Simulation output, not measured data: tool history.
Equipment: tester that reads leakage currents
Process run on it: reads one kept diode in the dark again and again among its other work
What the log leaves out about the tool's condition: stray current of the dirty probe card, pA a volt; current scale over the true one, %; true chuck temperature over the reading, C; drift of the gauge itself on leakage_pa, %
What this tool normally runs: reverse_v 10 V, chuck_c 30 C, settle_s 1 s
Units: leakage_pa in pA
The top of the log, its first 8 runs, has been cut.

run	hour	reverse_v	chuck_c	settle_s	hours of work since the probe card was cleaned	hours of work since the tester was calibrated	hours of work since the chuck was calibrated	leakage_pa
9	787.6	10	30	1	1771	136	263	55.31
10	850.6	10	21	1	1802	167	294	28.88
11	973.9	10	21	0.54	1861	226	353	29.48
12	1035.3	10	30	2.1	1891	256	382	55.01
13	1127.1	10	30	2.1	1935	300	427	55.01
14	1250.7	10	30	2.1	1994	359	486	55.09
15	1324.2	10	30	1	2030	395	522	55.07
16	1390	10	30	1	2061	426	553	55.31
17	1454.4	10	30	1	2092	457	584	55.18
18	1514.8	10	30	1	2122	487	613	55.19
19	1642.8	2.4	24	0.4	2183	548	675	19.34
20	1773.1	11.6	30	0.65	2246	611	738	59.74
21	1877.3	10	36	1.74	2296	661	788	83.24
22	1985.4	8.5	27	0.88	2348	713	840	41.68
23	2108.7	8.5	27	0.88	2407	772	899	41.47
24	2206.8	5.4	57	7.78	2455	820	947	243.19
25	2314.3	6.4	25	5.29	2506	871	998	31.53
# hour 2390.4: probe card cleaned and baked
26	2390.4	2.6	36	1.01	0	907	1033	46.14
27	2507.8	2.6	36	1.01	57	963	1090	46.03
28	2624.5	2.9	56	0.66	113	1019	1146	174.77
29	2755.8	2.9	56	0.66	176	1083	1209	175.17
30	2821.4	2.9	56	0.46	207	1114	1241	175.26
31	2921	10	51	1	255	1162	1289	221.04
32	2979.4	10	57	0.4	284	1190	1317	319.64
# hour 3020.6: chuck's temperature calibrated
33	3104.9	10	57	0.4	343	1250	41	319.87

Predict each of these 3 candidate next runs independently; none follows another, all start after run 33:
A	3187.5	1.3	25	2.5	383	1289	80	?
B	3187.5	5.7	38	3.63	383	1289	80	?
C	3187.5	10	21	1	383	1289	80	?

run	leakage_pa
A	15.65
B	74.52
C	28.8
Take away the tool's hidden state, keep each run's random variation, and the runs would have read:
run	leakage_pa
A	15.65
B	74.52
C	28.79
